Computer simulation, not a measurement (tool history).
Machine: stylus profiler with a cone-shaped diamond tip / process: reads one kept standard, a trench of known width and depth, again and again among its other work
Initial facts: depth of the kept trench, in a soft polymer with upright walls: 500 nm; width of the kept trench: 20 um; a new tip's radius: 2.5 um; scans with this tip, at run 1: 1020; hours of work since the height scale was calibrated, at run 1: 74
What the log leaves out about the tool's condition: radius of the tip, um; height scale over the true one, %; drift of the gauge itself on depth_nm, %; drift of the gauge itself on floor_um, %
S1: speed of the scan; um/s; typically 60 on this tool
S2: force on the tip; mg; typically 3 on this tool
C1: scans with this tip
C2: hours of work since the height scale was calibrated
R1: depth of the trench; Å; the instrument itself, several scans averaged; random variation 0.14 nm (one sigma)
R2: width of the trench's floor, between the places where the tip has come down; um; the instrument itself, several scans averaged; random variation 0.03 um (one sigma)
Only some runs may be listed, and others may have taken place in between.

run	hour	S1	S2	C1	C2	R1	R2
1	0	60	3	1020	74	5036.4	16.58
2	16.7	60	3	1162	85	5036.7	16.59
3	45.8	60	3	1409	102	5039.9	16.63
4	65.8	60	3	1579	115	5035.9	16.6
5	92.2	60	3	1802	131	5035.9	16.59
6	109.4	60	3	1949	142	5036.8	16.58
7	124.4	60	3	2076	151	5038.7	16.51
8	153.4	60	3	2322	169	5036.6	16.52
9	173.8	60	3	2495	182	5036.5	16.46
10	202.5	60	3	2739	199	5037.3	16.49
11	220	60	3	2888	210	5038.7	16.52
12	242.2	60	3	3076	224	5042.2	16.42
13	271	60	3	3320	242	5038	16.39
14	299.3	60	3	3560	259	5039.7	16.45
15	324.3	60	3	3773	275	5039.6	16.33
16	346.9	60	3	3964	288	5039.3	16.4
17	364	60	3	4109	299	5037.8	16.37
18	384.6	53	4.5	4285	312	5052.1	16.42
19	405.2	53	4.5	4459	325	5053.3	16.44
20	421.7	73	4.57	4600	335	5052.1	16.34
21	442.5	60	1.03	4775	348	5023.4	16.09
22	464.7	36	2.16	4964	361	5032.1	16.44
23	484.4	36	2.16	5131	373	5033.1	16.4
# hour 486.9: height scale calibrated on a step standard
24	500.7	223	7.96	5265	9	5076.9	15.88
25	515.7	223	1.6	5392	18	5028.5	15
26	536.7	107	6.64	5571	31	5067.9	16.17
27	561.4	22	6.47	5780	46	5067.6	16.43
28	584.5	22	6.47	5977	60	5070.2	16.43
29	610.2	78	5.13	6194	76	5058.9	16.22
30	627.7	161	1.97	6343	87	5033.6	15.44
# hour 640.6: height scale calibrated on a step standard, once more
31	654.8	161	1.97	6569	9	5026.8	15.49
32	680.1	33	1.52	6784	24	5020.9	16.21
33	705.2	55	5.82	6996	40	5057.2	16.22

Each row is a separate what-if for the run after 33, all from the same tool condition, not one after another. Results?
A	717.4	81	5.82	7100	47	?	?
B	717.4	60	3.2	7100	47	?	?
C	717.4	129	4.88	7100	47	?	?
D	717.4	55	2.27	7100	47	?	?

run	R1	R2
A	5056.3	16.12
B	5037.7	16.1
C	5050.7	15.94
D	5027.8	16.08
With no hidden state in the tool, these same runs would have given:
run	R1	R2
A	5057.7	16.69
B	5039.2	16.67
C	5052.2	16.51
D	5029.2	16.66
